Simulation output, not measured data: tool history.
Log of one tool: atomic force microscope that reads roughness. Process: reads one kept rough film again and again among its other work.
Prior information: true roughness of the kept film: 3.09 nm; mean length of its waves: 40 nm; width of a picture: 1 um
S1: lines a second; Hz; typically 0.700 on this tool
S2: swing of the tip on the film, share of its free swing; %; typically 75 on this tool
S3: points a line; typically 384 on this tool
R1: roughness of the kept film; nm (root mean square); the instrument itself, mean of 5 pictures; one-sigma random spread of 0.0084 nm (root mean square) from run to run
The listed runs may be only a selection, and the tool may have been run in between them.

run	hour	S1	S2	S3	R1
1	0.0	0.700	75	384	2.813
2	56.1	0.700	75	384	2.770
3	103.9	0.700	75	966	2.727
# hour 115.0: height scale calibrated on a step standard
# hour 135.9: new tip fitted
4	168.3	0.700	75	966	2.835
5	211.0	0.700	75	966	2.797
6	246.5	0.700	75	966	2.782
# hour 282.0: height scale calibrated on a step standard, once more
7	297.1	0.700	75	640	2.701
# hour 310.9: new tip fitted
8	371.9	0.700	75	384	2.771
9	435.4	0.700	75	384	2.723
# hour 489.0: new tip fitted
10	491.7	0.700	75	384	2.820
11	572.2	0.700	75	367	2.743
12	637.9	0.700	75	384	2.679
# hour 664.9: new tip fitted
13	706.6	0.700	75	384	2.795
14	769.5	0.700	75	703	2.742
# hour 843.0: new tip fitted
15	845.4	0.700	75	703	2.831
16	880.2	0.700	71	703	2.834
17	941.2	0.700	71	703	2.782
18	976.7	0.700	71	703	2.732
# hour 1020.4: new tip fitted
19	1041.5	3.872	71	703	2.554
20	1101.2	3.872	71	703	2.497
21	1153.3	2.958	69	851	2.545
# hour 1196.3: new tip fitted
22	1214.6	2.958	69	851	2.643
23	1294.9	2.958	69	851	2.567
24	1362.7	2.958	69	851	2.514
# hour 1374.9: new tip fitted
25	1407.2	2.750	66	384	2.676
26	1449.4	2.409	62	321	2.706
27	1504.3	2.409	62	321	2.661
28	1547.2	2.250	63	686	2.632
# hour 1551.3: new tip fitted
29	1601.1	2.250	63	686	2.750
30	1663.5	2.250	75	602	2.554

Forecast run 31:
31	1708.8	2.250	75	602	?

{"run 31": {"R1": 2.528}}
With no hidden state in the tool, this same run would have given R1 2.638 nm (root mean square).
